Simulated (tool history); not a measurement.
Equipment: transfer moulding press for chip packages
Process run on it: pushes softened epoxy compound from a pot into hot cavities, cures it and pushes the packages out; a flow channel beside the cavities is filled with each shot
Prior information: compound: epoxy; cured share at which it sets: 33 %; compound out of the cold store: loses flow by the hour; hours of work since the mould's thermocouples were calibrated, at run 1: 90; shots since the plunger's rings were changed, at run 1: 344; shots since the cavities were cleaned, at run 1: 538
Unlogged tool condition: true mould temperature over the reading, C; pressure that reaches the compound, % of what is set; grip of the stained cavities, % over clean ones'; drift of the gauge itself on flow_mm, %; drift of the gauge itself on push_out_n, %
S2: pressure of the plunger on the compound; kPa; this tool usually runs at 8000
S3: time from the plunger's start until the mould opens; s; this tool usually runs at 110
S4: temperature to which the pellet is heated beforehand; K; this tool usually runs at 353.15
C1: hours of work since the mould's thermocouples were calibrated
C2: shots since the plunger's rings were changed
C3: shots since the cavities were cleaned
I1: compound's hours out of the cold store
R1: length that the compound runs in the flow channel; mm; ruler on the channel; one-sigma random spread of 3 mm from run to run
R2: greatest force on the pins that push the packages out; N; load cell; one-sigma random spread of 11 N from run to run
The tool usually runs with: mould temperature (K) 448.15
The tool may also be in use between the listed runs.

Run 1, hour 0.0: usual settings; C1 90; C2 344; C3 538; I1 43.8. Result: R1 725 mm, R2 803 N.
Run 2, hour 6.9: usual settings but S3 136 s; C1 95; C2 419; C3 613; I1 45.4. Result: R1 726 mm, R2 687 N.
Run 3, hour 18.0: usual settings but S3 136 s; C1 102; C2 540; C3 734; I1 38.2. Result: R1 745 mm, R2 707 N.
At hour 26.0: cavities cleaned with cleaning compound and waxed.
Run 4, hour 26.0: usual settings but S3 136 s; C1 107; C2 610; C3 0; I1 41.1. Result: R1 732 mm, R2 434 N.
Run 5, hour 36.0: usual settings but S2 7200 kPa, S3 136 s; C1 113; C2 719; C3 109; I1 12.0. Result: R1 802 mm, R2 508 N.
Run 6, hour 47.4: usual settings but S2 7200 kPa, S3 136 s; C1 121; C2 843; C3 233; I1 28.2. Result: R1 742 mm, R2 576 N.
Run 7, hour 56.0: usual settings; C1 127; C2 936; C3 326; I1 21.7. Result: R1 804 mm, R2 741 N.
Run 8, hour 64.5: usual settings; C1 132; C2 1028; C3 418; I1 23.3. Result: R1 806 mm, R2 797 N.
Run 9, hour 72.6: usual settings but mould temperature (K) 451.15; C1 138; C2 1116; C3 506; I1 43.3. Result: R1 712 mm, R2 682 N.
Run 10, hour 85.3: usual settings but mould temperature (K) 451.15; C1 146; C2 1254; C3 644; I1 41.3. Result: R1 722 mm, R2 740 N.
Run 11, hour 94.2: usual settings; C1 152; C2 1350; C3 740; I1 31.9. Result: R1 768 mm, R2 836 N.
At hour 101.5: cavities cleaned with cleaning compound and waxed.
Run 12, hour 102.6: usual settings; C1 157; C2 1425; C3 11; I1 22.7. Result: R1 801 mm, R2 566 N.
Run 13, hour 111.0: usual settings; C1 162; C2 1517; C3 103; I1 21.1. Result: R1 810 mm, R2 626 N.
Run 14, hour 122.0: usual settings; C1 170; C2 1636; C3 222; I1 31.2. Result: R1 768 mm, R2 690 N.
Run 15, hour 131.9: usual settings but S2 8560 kPa; C1 176; C2 1743; C3 329; I1 20.6. Result: R1 836 mm, R2 708 N.
Run 16, hour 138.9: usual settings but S2 8560 kPa; C1 181; C2 1820; C3 406; I1 40.7. Result: R1 757 mm, R2 752 N.
Run 17, hour 146.6: usual settings but mould temperature (K) 452.15, S2 9140 kPa; C1 186; C2 1903; C3 489; I1 43.3. Result: R1 753 mm, R2 657 N.
Run 18, hour 156.4: usual settings but mould temperature (K) 445.15, S2 9140 kPa; C1 193; C2 2010; C3 596; I1 16.8. Result: R1 891 mm, R2 1045 N.
Run 19, hour 166.4: usual settings but mould temperature (K) 445.15, S2 9140 kPa, S3 136 s; C1 199; C2 2118; C3 704; I1 15.5. Result: R1 897 mm, R2 780 N.
Run 20, hour 174.6: usual settings but mould temperature (K) 452.15, S3 106 s, S4 350.15 K; C1 205; C2 2208; C3 794; I1 10.4. Result: R1 828 mm, R2 755 N.
At hour 177.3: cavities cleaned with cleaning compound and waxed.
Run 21, hour 188.6: usual settings but S2 8110 kPa, S3 119 s; C1 213; C2 2343; C3 122; I1 9.1. Result: R1 853 mm, R2 570 N.
Run 22, hour 200.5: usual settings but mould temperature (K) 445.15; C1 221; C2 2473; C3 252; I1 41.2. Result: R1 736 mm, R2 806 N.
Run 23, hour 206.6: usual settings but mould temperature (K) 450.15, S2 6060 kPa, S4 345.15 K; C1 225; C2 2539; C3 318; I1 29.6. Result: R1 660 mm, R2 667 N.
Run 24, hour 219.5: usual settings but S2 7250 kPa; C1 234; C2 2679; C3 458; I1 36.6. Result: R1 704 mm, R2 774 N.
Run 25, hour 227.5: usual settings but S2 8060 kPa, S3 108 s, S4 351.15 K; C1 239; C2 2765; C3 544; I1 33.7. Result: R1 752 mm, R2 826 N.
Run 26, hour 239.3: usual settings but S2 8060 kPa, S3 108 s, S4 351.15 K; C1 247; C2 2894; C3 673; I1 33.3. Result: R1 757 mm, R2 833 N.
Run 27, hour 250.7: usual settings but mould temperature (K) 455.15, S4 345.15 K; C1 255; C2 3017; C3 796; I1 43.2. Result: R1 689 mm, R2 702 N.
At hour 253.1: cavities cleaned with cleaning compound and waxed.
Run 28, hour 264.4: usual settings but mould temperature (K) 452.15, S2 7480 kPa, S3 128 s, S4 351.15 K; C1 263; C2 3150; C3 123; I1 10.0. Result: R1 790 mm, R2 511 N.
Run 29, hour 276.1: usual settings but mould temperature (K) 452.15, S2 7480 kPa, S3 123 s, S4 351.15 K; C1 270; C2 3276; C3 249; I1 22.9. Result: R1 739 mm, R2 587 N.

Hidden condition of the tool, last listed run before each entry between runs versus first listed run after:
Between runs 3 and 4: cavities cleaned with cleaning compound and waxed (hour 26.0)
  true mould temperature over the reading, C: 0.08 -> 0.09; pressure that reaches the compound, % of what is set: 98.97 -> 98.83; grip of the stained cavities, % over clean ones': 54.8 -> 2
  what was measured, less what the result would be without the hidden state, R1: -5 -> -5 mm; R2: +250 -> +8 N
Between runs 11 and 12: cavities cleaned with cleaning compound and waxed (hour 101.5)
  true mould temperature over the reading, C: 0.17 -> 0.18; pressure that reaches the compound, % of what is set: 97.38 -> 97.24; grip of the stained cavities, % over clean ones': 55.6 -> 3.2
  what was measured, less what the result would be without the hidden state, R1: -11 -> -12 mm; R2: +294 -> +12 N
Between runs 20 and 21: cavities cleaned with cleaning compound and waxed (hour 177.3)
  true mould temperature over the reading, C: 0.27 -> 0.28; pressure that reaches the compound, % of what is set: 95.79 -> 95.55; grip of the stained cavities, % over clean ones': 56.9 -> 15.9
  what was measured, less what the result would be without the hidden state, R1: -19 -> -21 mm; R2: +270 -> +72 N
Between runs 27 and 28: cavities cleaned with cleaning compound and waxed (hour 253.1)
  true mould temperature over the reading, C: 0.35 -> 0.37; pressure that reaches the compound, % of what is set: 94.28 -> 94.03; grip of the stained cavities, % over clean ones': 57.3 -> 17
  what was measured, less what the result would be without the hidden state, R1: -22 -> -26 mm; R2: +256 -> +73 N

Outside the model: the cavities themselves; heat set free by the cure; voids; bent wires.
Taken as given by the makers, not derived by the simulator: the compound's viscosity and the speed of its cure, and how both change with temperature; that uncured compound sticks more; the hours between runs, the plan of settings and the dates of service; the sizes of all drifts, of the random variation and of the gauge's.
